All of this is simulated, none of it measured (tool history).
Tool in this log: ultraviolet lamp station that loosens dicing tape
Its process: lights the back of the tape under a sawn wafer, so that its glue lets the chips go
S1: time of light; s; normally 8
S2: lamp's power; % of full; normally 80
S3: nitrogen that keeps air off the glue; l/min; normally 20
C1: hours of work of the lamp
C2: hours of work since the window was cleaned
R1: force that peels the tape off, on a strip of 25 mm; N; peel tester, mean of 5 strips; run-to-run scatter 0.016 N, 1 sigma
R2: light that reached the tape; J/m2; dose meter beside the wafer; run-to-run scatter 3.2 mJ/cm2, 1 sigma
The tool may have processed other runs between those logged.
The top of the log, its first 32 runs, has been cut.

run 33 hour=793.5 | S1=9 S2=71 S3=10 | C1=915 C2=38 | R1=1.684 R2=3620
run 34 hour=818.0 | S1=9 S2=71 S3=10 | C1=931 C2=53 | R1=1.766 R2=3590
run 35 hour=839.1 | S1=4 S2=82 S3=30 | C1=944 C2=67 | R1=2.736 R2=1820
run 36 hour=865.7 | S1=4 S2=82 S3=30 | C1=961 C2=84 | R1=2.810 R2=1750
run 37 hour=881.4 | S1=4 S2=82 S3=30 | C1=972 C2=94 | R1=2.804 R2=1710
run 38 hour=898.4 | S1=8 S2=87 S3=13 | C1=983 C2=105 | R1=1.489 R2=3670
run 39 hour=932.0 | S1=8 S2=67 S3=30 | C1=1004 C2=127 | R1=1.796 R2=2720
run 40 hour=964.0 | S1=10 S2=67 S3=8 | C1=1025 C2=148 | R1=2.039 R2=3330

Run 41, settings as shown, results not yet in. Your forecast:
run 41 hour=994.6 | S1=9 S2=62 S3=8 | C1=1045 C2=167 | R1=? R2=?

R1: 2.596 N
R2: 2690 J/m2
Minus the tool's unlogged condition, the same run would have read R1 1.449 N, R2 4350 J/m2.
